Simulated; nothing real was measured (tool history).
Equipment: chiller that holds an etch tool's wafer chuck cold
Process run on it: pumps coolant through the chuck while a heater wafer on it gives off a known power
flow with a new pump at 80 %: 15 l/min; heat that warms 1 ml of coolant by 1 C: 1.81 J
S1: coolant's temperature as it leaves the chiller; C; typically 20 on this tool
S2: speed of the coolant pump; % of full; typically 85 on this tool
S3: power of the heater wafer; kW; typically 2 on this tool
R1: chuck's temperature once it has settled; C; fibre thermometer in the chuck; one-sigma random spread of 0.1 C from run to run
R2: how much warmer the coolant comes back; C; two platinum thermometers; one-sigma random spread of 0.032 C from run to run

run,hour,S1,S2,S3,R1,R2
1,0,20,85,2,38,4.33
# hour 24.7: chiller's thermometer calibrated
2,40,20,85,2,37.5,4.35
3,95.8,20,85,2,37.9,4.31
4,131,20,85,2,37.9,4.33
# hour 148.4: chiller's thermometer calibrated, once more
5,175.1,20,90,2,37.4,4.03
6,221.8,20,91,2,37.4,3.96
7,246.3,20,85,2,38.5,4.4
8,300.3,20,85,2,38.6,4.42
9,355.1,20,85,2,38.6,4.38
10,392.1,20,85,2,38.5,4.4
11,419.9,20,85,2,38.7,4.35
12,450.1,20,85,2,38.5,4.44
13,492.5,20,94,2,37.1,3.92
14,537.4,12,97,1.746,26.3,3.29
15,587.6,12,97,1.746,26.6,3.26
16,626.1,20,85,1.396,33.1,3.01
17,676.4,21,77,2.351,45.5,5.79
18,711.5,20,85,1.641,35.3,3.6
19,743.6,20,87,1.364,32.7,2.86
20,770.5,11,80,1.066,21.6,2.55

What does the tool deliver on the next run?
21,824,20,85,1.974,?,?

Run 21 produced R1 38.7 C, R2 4.33 C.
With no hidden state in the tool, this same run would have given R1 36.4 C, R2 4.06 C.
